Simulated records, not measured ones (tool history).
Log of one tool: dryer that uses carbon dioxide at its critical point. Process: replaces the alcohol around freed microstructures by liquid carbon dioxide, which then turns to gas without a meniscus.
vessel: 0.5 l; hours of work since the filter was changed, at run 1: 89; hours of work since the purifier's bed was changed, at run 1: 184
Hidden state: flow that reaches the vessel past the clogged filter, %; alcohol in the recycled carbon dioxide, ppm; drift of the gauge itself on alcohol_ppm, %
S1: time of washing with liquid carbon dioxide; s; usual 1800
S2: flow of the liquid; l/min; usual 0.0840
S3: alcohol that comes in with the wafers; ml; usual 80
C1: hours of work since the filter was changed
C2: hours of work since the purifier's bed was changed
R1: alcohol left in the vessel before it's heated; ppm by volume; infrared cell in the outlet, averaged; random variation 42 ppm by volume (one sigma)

{"run": 1, "hour": 0.0, "S1": 1800, "S2": 0.084, "S3": 80, "C1": 89, "C2": 184, "R1": 3606}
{"run": 2, "hour": 6.8, "S1": 1800, "S2": 0.118, "S3": 80, "C1": 94, "C2": 189, "R1": 708}
{"run": 3, "hour": 13.0, "S1": 1800, "S2": 0.084, "S3": 80, "C1": 98, "C2": 193, "R1": 3578}
{"run": 4, "hour": 18.3, "S1": 2700, "S2": 0.084, "S3": 80, "C1": 101, "C2": 196, "R1": 592}
{"run": 5, "hour": 30.2, "S1": 2700, "S2": 0.084, "S3": 80, "C1": 109, "C2": 204, "R1": 610}
{"run": 6, "hour": 42.2, "S1": 2700, "S2": 0.084, "S3": 80, "C1": 117, "C2": 212, "R1": 632}
{"run": 7, "hour": 47.5, "S1": 2700, "S2": 0.084, "S3": 80, "C1": 120, "C2": 215, "R1": 629}
{"run": 8, "hour": 60.6, "S1": 2220, "S2": 0.084, "S3": 80, "C1": 129, "C2": 224, "R1": 1713}
{"run": 9, "hour": 66.4, "S1": 2220, "S2": 0.084, "S3": 80, "C1": 133, "C2": 228, "R1": 1674}
{"run": 10, "hour": 75.5, "S1": 2220, "S2": 0.0811, "S3": 80, "C1": 139, "C2": 234, "R1": 2022}
{"run": 11, "hour": 80.9, "S1": 2220, "S2": 0.0811, "S3": 80, "C1": 143, "C2": 237, "R1": 2019}
{"run": 12, "hour": 87.5, "S1": 2220, "S2": 0.0811, "S3": 80, "C1": 147, "C2": 242, "R1": 2033}
{"run": 13, "hour": 93.7, "S1": 2460, "S2": 0.084, "S3": 80, "C1": 151, "C2": 246, "R1": 1128}
{"run": 14, "hour": 104.9, "S1": 1800, "S2": 0.0575, "S3": 80, "C1": 158, "C2": 253, "R1": 13868}
{"run": 15, "hour": 112.6, "S1": 1800, "S2": 0.0575, "S3": 80, "C1": 163, "C2": 258, "R1": 14083}
{"run": 16, "hour": 118.4, "S1": 1560, "S2": 0.0575, "S3": 80, "C1": 167, "C2": 262, "R1": 19796}
{"run": 17, "hour": 130.4, "S1": 1560, "S2": 0.0575, "S3": 80, "C1": 175, "C2": 270, "R1": 20573}
{"run": 18, "hour": 140.8, "S1": 1560, "S2": 0.0575, "S3": 80, "C1": 182, "C2": 277, "R1": 19979}
{"run": 19, "hour": 146.5, "S1": 1440, "S2": 0.084, "S3": 80, "C1": 186, "C2": 281, "R1": 9077}
{"hour": 156.0, "done": "inlet filter changed"}
{"run": 20, "hour": 159.3, "S1": 1440, "S2": 0.084, "S3": 80, "C1": 2, "C2": 289, "R1": 6594}
{"run": 21, "hour": 169.4, "S1": 1440, "S2": 0.084, "S3": 80, "C1": 9, "C2": 295, "R1": 6611}
{"run": 22, "hour": 181.9, "S1": 1440, "S2": 0.084, "S3": 80, "C1": 17, "C2": 303, "R1": 6638}
{"run": 23, "hour": 188.5, "S1": 1560, "S2": 0.0769, "S3": 98, "C1": 21, "C2": 308, "R1": 8563}
{"run": 24, "hour": 198.8, "S1": 1560, "S2": 0.0769, "S3": 98, "C1": 28, "C2": 315, "R1": 8780}
{"run": 25, "hour": 204.9, "S1": 1560, "S2": 0.0769, "S3": 98, "C1": 32, "C2": 319, "R1": 8646}
{"run": 26, "hour": 214.3, "S1": 1980, "S2": 0.084, "S3": 80, "C1": 39, "C2": 325, "R1": 2167}
{"run": 27, "hour": 223.5, "S1": 1980, "S2": 0.084, "S3": 80, "C1": 45, "C2": 331, "R1": 2216}
{"run": 28, "hour": 235.0, "S1": 1980, "S2": 0.084, "S3": 80, "C1": 52, "C2": 339, "R1": 2282}
{"run": 29, "hour": 241.8, "S1": 1140, "S2": 0.1403, "S3": 32, "C1": 57, "C2": 343, "R1": 952}
{"run": 30, "hour": 248.7, "S1": 1980, "S2": 0.0525, "S3": 33, "C1": 61, "C2": 348, "R1": 5041}
{"run": 31, "hour": 256.8, "S1": 2520, "S2": 0.084, "S3": 51, "C1": 67, "C2": 353, "R1": 544}
{"run": 32, "hour": 267.3, "S1": 1440, "S2": 0.0627, "S3": 85, "C1": 73, "C2": 360, "R1": 18195}
{"run": 33, "hour": 275.8, "S1": 1440, "S2": 0.0627, "S3": 85, "C1": 79, "C2": 365, "R1": 18155}
{"run": 34, "hour": 283.0, "S1": 1440, "S2": 0.0627, "S3": 85, "C1": 84, "C2": 370, "R1": 18456}
{"run": 35, "hour": 291.9, "S1": 2340, "S2": 0.084, "S3": 80, "C1": 90, "C2": 376, "R1": 1195}
{"run": 36, "hour": 301.1, "S1": 1140, "S2": 0.084, "S3": 80, "C1": 96, "C2": 382, "R1": 14438}
{"run": 37, "hour": 307.2, "S1": 1140, "S2": 0.0785, "S3": 60, "C1": 100, "C2": 386, "R1": 13033}
{"run": 38, "hour": 318.9, "S1": 1140, "S2": 0.0785, "S3": 60, "C1": 108, "C2": 394, "R1": 12835}
{"run": 39, "hour": 331.7, "S1": 1140, "S2": 0.0785, "S3": 60, "C1": 116, "C2": 402, "R1": 13602}
{"run": 40, "hour": 341.2, "S1": 1320, "S2": 0.0629, "S3": 30, "C1": 122, "C2": 409, "R1": 7978}
{"run": 41, "hour": 351.6, "S1": 1320, "S2": 0.0629, "S3": 30, "C1": 129, "C2": 415, "R1": 8088}
{"run": 42, "hour": 358.3, "S1": 1320, "S2": 0.084, "S3": 57, "C1": 134, "C2": 420, "R1": 7539}
{"run": 43, "hour": 365.2, "S1": 1800, "S2": 0.0732, "S3": 95, "C1": 138, "C2": 424, "R1": 7814}

Hidden state or all else? Some run-to-run changes of R1, split into what the settings, what came in and random variation would give without the hidden state, and what is left for the hidden state (with any gauge scatter that isn't in both results):
Run 13 -> 14: S1 2460 -> 1800, S2 0.0840 -> 0.0575. R1 +12740 ppm by volume: hidden state +2790, all else +9950.
Run 19 -> 20: inlet filter changed. R1 -2483 ppm by volume: hidden state -2635, all else +152.
Run 31 -> 32: S1 2520 -> 1440, S2 0.0840 -> 0.0627, S3 51 -> 85. R1 +17651 ppm by volume: hidden state +1851, all else +15800.
Run 34 -> 35: S1 1440 -> 2340, S2 0.0627 -> 0.0840, S3 85 -> 80. R1 -17261 ppm by volume: hidden state -1911, all else -15350.
Run 35 -> 36: S1 2340 -> 1140. R1 +13243 ppm by volume: hidden state +1777, all else +11466.

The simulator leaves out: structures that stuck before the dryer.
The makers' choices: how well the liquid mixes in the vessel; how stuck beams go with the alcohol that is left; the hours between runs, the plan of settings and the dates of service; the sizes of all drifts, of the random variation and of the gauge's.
